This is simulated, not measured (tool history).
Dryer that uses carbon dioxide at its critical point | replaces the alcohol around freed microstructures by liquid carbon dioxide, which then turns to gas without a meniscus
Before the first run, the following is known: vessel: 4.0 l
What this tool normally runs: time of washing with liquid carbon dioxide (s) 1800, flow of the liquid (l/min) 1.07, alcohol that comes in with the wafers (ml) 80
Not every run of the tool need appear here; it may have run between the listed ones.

run,hour,time of washing with liquid carbon dioxide (s),flow of the liquid (l/min),alcohol that comes in with the wafers (ml),alcohol left in the vessel before it's heated (ppm by volume)
1,0,1800,1.07,80,115
2,6.9,1800,1.07,80,112
3,13.9,1800,1.55,80,51
4,24.3,1800,1.55,56,54
5,36.5,1800,1.55,56,53
6,43.3,1800,1.55,56,56
7,50.5,1800,1.55,56,55
8,58.6,1800,1.55,56,55
9,64.9,1800,1.55,56,60
10,76.9,1800,1.55,56,67
11,88.3,1800,1.55,56,73
12,97.3,1800,1.55,56,65
13,107.9,1800,1.55,56,68
14,119.6,1800,1.55,56,67
# hour 126.6: inlet filter changed
15,126.6,1800,1.55,56,66
16,136.8,1800,1.55,56,67
17,147.2,1800,1.55,56,64
18,154.9,1800,1.55,56,66
19,164.5,1800,1.55,56,75
20,176.2,1800,1.55,56,78
21,181.4,1800,1.07,80,119
22,190.4,1800,1.07,80,134
23,196.4,1800,1.42,80,83
24,205.5,1800,1.42,23,80
25,216.8,1620,1.42,23,78
26,226,1620,1.42,23,78
27,238.3,1620,1.42,23,80
28,246.7,1800,1.41,49,79
29,255.3,1800,1.1,56,116
30,261.6,1200,1.51,27,106
31,269.8,1800,0.98,68,152
32,281.1,1860,1.07,41,109
33,293.3,1800,1.4,80,89
34,301,1860,0.96,86,181
35,310.1,1380,1.53,80,121
36,315.4,1380,1.53,80,115
37,327.7,2460,1.07,49,88
38,339.7,2460,1.07,49,94
39,347.3,2460,1.07,49,99
40,356.2,2700,0.7,96,168
41,366.3,1980,0.94,80,164
42,376.5,2160,1.28,29,99
43,383.9,1680,1.07,104,207
44,394.3,1440,1.02,104,408
45,402.5,1620,1.08,43,142
46,408,1260,0.91,86,765
47,420.6,1800,1.17,21,115

Consider 3 possible next runs. They are alternatives, not a sequence: every one starts from the tool as it was left by run 47. What does each give?
A,433.2,1680,1.17,21,?
B,433.2,1440,0.71,21,?
C,433.2,1500,1.59,21,?

run,alcohol left in the vessel before it's heated (ppm by volume)
A,124
B,351
C,105
What these runs would have given with no unlogged condition in the tool:
run,alcohol left in the vessel before it's heated (ppm by volume)
A,23
B,216
C,6

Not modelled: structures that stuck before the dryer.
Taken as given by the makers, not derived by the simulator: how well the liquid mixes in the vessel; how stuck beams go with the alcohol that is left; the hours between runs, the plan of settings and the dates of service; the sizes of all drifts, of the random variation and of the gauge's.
